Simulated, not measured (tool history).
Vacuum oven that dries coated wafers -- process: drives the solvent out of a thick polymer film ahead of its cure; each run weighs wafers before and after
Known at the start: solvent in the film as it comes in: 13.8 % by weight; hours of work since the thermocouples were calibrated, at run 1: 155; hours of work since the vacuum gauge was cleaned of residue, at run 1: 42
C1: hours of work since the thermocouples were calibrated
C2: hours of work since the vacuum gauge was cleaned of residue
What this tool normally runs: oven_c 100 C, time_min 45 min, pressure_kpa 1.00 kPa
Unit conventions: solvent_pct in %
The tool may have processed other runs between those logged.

{"run": 1, "hour": 0.0, "oven_c": 100, "time_min": 45, "pressure_kpa": 1.0, "C1": 155, "C2": 42, "solvent_pct": 3.02}
{"run": 2, "hour": 21.0, "oven_c": 100, "time_min": 45, "pressure_kpa": 1.0, "C1": 166, "C2": 54, "solvent_pct": 3.03}
{"run": 3, "hour": 40.7, "oven_c": 100, "time_min": 38, "pressure_kpa": 1.0, "C1": 177, "C2": 65, "solvent_pct": 3.61}
{"run": 4, "hour": 54.4, "oven_c": 100, "time_min": 38, "pressure_kpa": 1.0, "C1": 185, "C2": 72, "solvent_pct": 3.61}
{"run": 5, "hour": 77.8, "oven_c": 100, "time_min": 34, "pressure_kpa": 1.0, "C1": 198, "C2": 85, "solvent_pct": 4.01}
{"run": 6, "hour": 96.4, "oven_c": 100, "time_min": 45, "pressure_kpa": 0.63, "C1": 208, "C2": 95, "solvent_pct": 2.75}
{"run": 7, "hour": 106.6, "oven_c": 100, "time_min": 45, "pressure_kpa": 0.63, "C1": 214, "C2": 101, "solvent_pct": 2.86}
{"run": 8, "hour": 122.6, "oven_c": 100, "time_min": 45, "pressure_kpa": 1.0, "C1": 222, "C2": 110, "solvent_pct": 2.95}
{"run": 9, "hour": 145.3, "oven_c": 100, "time_min": 45, "pressure_kpa": 1.0, "C1": 235, "C2": 122, "solvent_pct": 2.97}
{"run": 10, "hour": 167.6, "oven_c": 100, "time_min": 45, "pressure_kpa": 1.0, "C1": 247, "C2": 135, "solvent_pct": 2.93}
{"run": 11, "hour": 178.3, "oven_c": 100, "time_min": 45, "pressure_kpa": 1.0, "C1": 253, "C2": 141, "solvent_pct": 2.96}
{"run": 12, "hour": 190.0, "oven_c": 100, "time_min": 45, "pressure_kpa": 3.91, "C1": 260, "C2": 147, "solvent_pct": 4.65}
{"run": 13, "hour": 211.6, "oven_c": 100, "time_min": 58, "pressure_kpa": 3.91, "C1": 272, "C2": 159, "solvent_pct": 4.02}
{"run": 14, "hour": 230.4, "oven_c": 102, "time_min": 45, "pressure_kpa": 1.0, "C1": 282, "C2": 169, "solvent_pct": 2.65}
{"run": 15, "hour": 242.6, "oven_c": 102, "time_min": 45, "pressure_kpa": 1.0, "C1": 289, "C2": 176, "solvent_pct": 2.59}
{"run": 16, "hour": 261.7, "oven_c": 100, "time_min": 45, "pressure_kpa": 1.0, "C1": 299, "C2": 187, "solvent_pct": 2.98}
{"run": 17, "hour": 278.5, "oven_c": 112, "time_min": 32, "pressure_kpa": 1.57, "C1": 309, "C2": 196, "solvent_pct": 1.84}
{"run": 18, "hour": 298.1, "oven_c": 112, "time_min": 24, "pressure_kpa": 1.57, "C1": 319, "C2": 207, "solvent_pct": 2.74}
{"run": 19, "hour": 317.9, "oven_c": 112, "time_min": 24, "pressure_kpa": 1.57, "C1": 330, "C2": 218, "solvent_pct": 2.76}
{"run": 20, "hour": 328.0, "oven_c": 100, "time_min": 34, "pressure_kpa": 0.64, "C1": 336, "C2": 223, "solvent_pct": 3.72}
{"run": 21, "hour": 348.4, "oven_c": 101, "time_min": 40, "pressure_kpa": 1.7, "C1": 347, "C2": 235, "solvent_pct": 3.38}
{"run": 22, "hour": 365.0, "oven_c": 92, "time_min": 64, "pressure_kpa": 0.69, "C1": 356, "C2": 244, "solvent_pct": 3.41}
{"run": 23, "hour": 375.0, "oven_c": 92, "time_min": 66, "pressure_kpa": 0.69, "C1": 362, "C2": 249, "solvent_pct": 3.19}
{"run": 24, "hour": 397.8, "oven_c": 92, "time_min": 66, "pressure_kpa": 0.69, "C1": 374, "C2": 262, "solvent_pct": 3.2}
{"run": 25, "hour": 412.6, "oven_c": 86, "time_min": 66, "pressure_kpa": 0.69, "C1": 383, "C2": 270, "solvent_pct": 4.59}
{"run": 26, "hour": 435.7, "oven_c": 95, "time_min": 45, "pressure_kpa": 0.69, "C1": 395, "C2": 283, "solvent_pct": 3.91}
{"run": 27, "hour": 450.0, "oven_c": 103, "time_min": 45, "pressure_kpa": 2.44, "C1": 403, "C2": 291, "solvent_pct": 3.16}
{"run": 28, "hour": 462.5, "oven_c": 105, "time_min": 45, "pressure_kpa": 2.52, "C1": 410, "C2": 298, "solvent_pct": 2.69}
{"run": 29, "hour": 477.4, "oven_c": 105, "time_min": 45, "pressure_kpa": 2.52, "C1": 418, "C2": 306, "solvent_pct": 2.79}
{"run": 30, "hour": 488.6, "oven_c": 102, "time_min": 40, "pressure_kpa": 0.58, "C1": 425, "C2": 312, "solvent_pct": 2.61}
{"run": 31, "hour": 501.2, "oven_c": 110, "time_min": 80, "pressure_kpa": 0.58, "C1": 432, "C2": 319, "solvent_pct": 0.48}

Here are 5 independent what-if runs from the current tool condition. What would each one return?
{"run": "A", "hour": 523.3, "oven_c": 103, "time_min": 22, "pressure_kpa": 0.85, "C1": 444, "C2": 331, "solvent_pct": "?"}
{"run": "B", "hour": 523.3, "oven_c": 105, "time_min": 64, "pressure_kpa": 0.75, "C1": 444, "C2": 331, "solvent_pct": "?"}
{"run": "C", "hour": 523.3, "oven_c": 97, "time_min": 41, "pressure_kpa": 0.52, "C1": 444, "C2": 331, "solvent_pct": "?"}
{"run": "D", "hour": 523.3, "oven_c": 96, "time_min": 57, "pressure_kpa": 2.69, "C1": 444, "C2": 331, "solvent_pct": "?"}
{"run": "E", "hour": 523.3, "oven_c": 92, "time_min": 80, "pressure_kpa": 0.58, "C1": 444, "C2": 331, "solvent_pct": "?"}

run=A solvent_pct=4.77
run=B solvent_pct=1.04
run=C solvent_pct=3.58
run=D solvent_pct=4.21
run=E solvent_pct=2.52
With no hidden state in the tool, these same runs would have given:
run=A solvent_pct=5.04
run=B solvent_pct=1.14
run=C solvent_pct=3.84
run=D solvent_pct=4.47
run=E solvent_pct=2.73
